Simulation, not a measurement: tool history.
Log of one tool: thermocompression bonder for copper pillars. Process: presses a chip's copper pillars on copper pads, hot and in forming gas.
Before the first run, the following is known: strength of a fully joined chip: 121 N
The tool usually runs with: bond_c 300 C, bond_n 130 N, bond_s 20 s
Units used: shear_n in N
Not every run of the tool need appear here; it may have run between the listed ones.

Run 1, hour 0.0: usual settings. Result: shear_n 40.4 N.
At hour 11.5: forming gas filter changed.
Run 2, hour 19.6: usual settings. Result: shear_n 44.1 N.
Run 3, hour 40.5: usual settings but bond_n 146 N. Result: shear_n 47.0 N.
Run 4, hour 58.5: usual settings but bond_n 146 N. Result: shear_n 47.1 N.
Run 5, hour 79.6: usual settings but bond_n 146 N. Result: shear_n 46.7 N.
Run 6, hour 90.8: usual settings but bond_n 146 N, bond_s 12 s. Result: shear_n 38.6 N.
Run 7, hour 102.8: usual settings but bond_n 146 N, bond_s 12 s. Result: shear_n 36.9 N.
Run 8, hour 125.9: usual settings but bond_n 146 N, bond_s 12 s. Result: shear_n 37.8 N.
Run 9, hour 138.6: usual settings but bond_n 146 N, bond_s 12 s. Result: shear_n 36.7 N.
Run 10, hour 155.2: usual settings but bond_n 146 N, bond_s 12 s. Result: shear_n 36.3 N.
Run 11, hour 174.5: usual settings but bond_n 121 N, bond_s 22 s. Result: shear_n 40.1 N.
Run 12, hour 199.2: usual settings but bond_s 54 s. Result: shear_n 58.5 N.
Run 13, hour 225.7: usual settings but bond_s 54 s. Result: shear_n 58.0 N.
Run 14, hour 242.0: usual settings but bond_c 315 C, bond_n 78 N. Result: shear_n 36.0 N.
Run 15, hour 262.3: usual settings but bond_c 315 C, bond_n 145 N, bond_s 11 s. Result: shear_n 40.8 N.
Run 16, hour 287.5: usual settings but bond_c 315 C, bond_n 145 N, bond_s 11 s. Result: shear_n 41.7 N.
Run 17, hour 308.9: usual settings but bond_c 276 C, bond_n 135 N, bond_s 19 s. Result: shear_n 25.5 N.

Predict each of these 4 candidate next runs independently; none follows another, all start after run 17:
Run A, hour 320.6: usual settings but bond_c 294 C. Result: shear_n ?.
Run B, hour 320.6: usual settings but bond_c 276 C, bond_n 92 N, bond_s 23 s. Result: shear_n ?.
Run C, hour 320.6: usual settings but bond_c 295 C, bond_n 135 N, bond_s 28 s. Result: shear_n ?.
Run D, hour 320.6: usual settings but bond_c 322 C, bond_n 135 N, bond_s 19 s. Result: shear_n ?.

run  shear_n
  A     34.8
  B     21.9
  C     42.4
  D     52.4
The same runs, with their run-to-run variation unchanged, on a tool lacking any hidden condition would have given:
run  shear_n
  A     46.9
  B     30.2
  C     56.2
  D     67.7
